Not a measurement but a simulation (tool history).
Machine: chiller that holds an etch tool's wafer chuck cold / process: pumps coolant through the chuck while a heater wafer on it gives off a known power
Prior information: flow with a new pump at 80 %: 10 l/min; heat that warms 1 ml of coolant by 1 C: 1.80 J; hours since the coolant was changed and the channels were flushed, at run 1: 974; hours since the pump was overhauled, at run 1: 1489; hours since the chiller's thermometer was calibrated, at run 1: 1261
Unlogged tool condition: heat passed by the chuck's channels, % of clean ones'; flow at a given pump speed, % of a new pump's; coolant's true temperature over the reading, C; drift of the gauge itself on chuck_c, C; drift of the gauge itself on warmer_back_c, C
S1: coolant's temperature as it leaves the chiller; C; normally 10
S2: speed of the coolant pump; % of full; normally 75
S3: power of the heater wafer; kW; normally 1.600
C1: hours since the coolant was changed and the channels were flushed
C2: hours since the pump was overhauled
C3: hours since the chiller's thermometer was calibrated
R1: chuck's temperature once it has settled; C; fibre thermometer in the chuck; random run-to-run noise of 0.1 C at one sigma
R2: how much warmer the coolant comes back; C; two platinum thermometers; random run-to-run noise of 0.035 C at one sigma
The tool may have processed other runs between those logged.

run	hour	S1	S2	S3	C1	C2	C3	R1	R2
1	0.0	10	75	1.600	974	1489	1261	22.2	5.98
2	53.6	5	75	1.600	1027	1543	1315	17.2	5.92
3	108.7	5	75	1.600	1082	1598	1370	17.3	5.93
4	205.9	10	75	1.600	1179	1695	1467	22.5	5.95
5	320.3	7	75	1.600	1294	1809	1581	19.4	5.97
6	430.4	10	67	1.600	1404	1919	1692	23.6	6.75
7	550.3	10	75	1.600	1524	2039	1812	22.6	6.07
8	602.9	10	75	1.283	1577	2092	1864	20.2	4.87
9	677.1	10	75	1.283	1651	2166	1938	20.1	4.93
10	795.8	10	75	1.500	1769	2285	2057	22.0	5.75
11	882.6	10	75	1.113	1856	2372	2144	19.2	4.26
12	949.3	10	75	1.600	1923	2438	2211	23.1	6.12
13	1003.8	2	75	1.600	1977	2493	2265	14.9	6.15
14	1068.4	2	75	1.600	2042	2558	2330	15.3	6.14
15	1193.4	10	75	1.600	2167	2683	2455	23.1	6.22
16	1256.3	10	75	1.600	2230	2745	2517	23.5	6.23
17	1331.2	6	75	2.242	2305	2820	2592	24.7	8.67
18	1428.0	17	97	1.600	2402	2917	2689	28.2	4.83
# hour 1444.1: coolant pump overhauled
19	1550.9	13	67	1.600	2520	107	2807	27.7	7.14
20	1661.7	2	88	1.472	2630	218	2918	13.4	4.99
21	1734.9	13	74	1.713	2703	291	2991	28.2	7.05
22	1797.7	16	79	1.757	2766	354	3054	30.8	6.71
23	1905.9	10	84	1.600	2875	462	3162	23.1	5.78
# hour 1971.1: chiller's thermometer calibrated
24	2004.2	10	75	0.900	2972	559	33	17.8	3.53
25	2062.5	16	79	1.019	3030	617	91	24.4	3.96
26	2121.1	11	79	1.019	3089	676	150	19.4	3.90
# hour 2180.8: coolant pump overhauled, once more
27	2249.9	11	79	1.019	3213	69	274	18.8	3.46
28	2342.9	11	79	1.019	3306	162	367	19.0	3.49
# hour 2396.1: coolant changed, channels flushed
29	2441.2	10	75	1.172	45	254	459	18.5	4.23
30	2562.3	10	75	1.172	166	376	580	18.5	4.22
31	2635.4	7	74	1.060	239	449	653	14.7	3.95
32	2747.4	7	74	1.060	351	561	765	14.8	3.86

Hidden condition of the tool, last listed run before each entry between runs versus first listed run after:
Runs 18 to 19: coolant pump overhauled (hour 1444.1)
  heat passed by the chuck's channels, % of clean ones': 87.3 -> 86.7; flow at a given pump speed, % of a new pump's: 91.6 -> 89.5; coolant's true temperature over the reading, C: 0.45 -> 0.46
  the result without the hidden state subtracted from the measured one, R1: +2.1 -> +2.8 C; R2: +0.41 -> +0.76 C
Runs 23 to 24: chiller's thermometer calibrated (hour 1971.1)
  heat passed by the chuck's channels, % of clean ones': 85 -> 84.5; flow at a given pump speed, % of a new pump's: 88.4 -> 88.1; coolant's true temperature over the reading, C: 0.52 -> -0.07
  the result without the hidden state subtracted from the measured one, R1: +2.8 -> +1.4 C; R2: +0.67 -> +0.43 C
Runs 26 to 27: coolant pump overhauled, once more (hour 2180.8)
  heat passed by the chuck's channels, % of clean ones': 84 -> 83.3; flow at a given pump speed, % of a new pump's: 87.7 -> 99.3; coolant's true temperature over the reading, C: -0.05 -> -0.03
  the result without the hidden state subtracted from the measured one, R1: +1.6 -> +0.9 C; R2: +0.48 -> +0.02 C
Runs 28 to 29: coolant changed, channels flushed (hour 2396.1)
  heat passed by the chuck's channels, % of clean ones': 82.8 -> 98.9; flow at a given pump speed, % of a new pump's: 99 -> 98.7; coolant's true temperature over the reading, C: -0.02 -> 0
  the result without the hidden state subtracted from the measured one, R1: +1.0 -> +0.2 C; R2: +0.04 -> +0.06 C
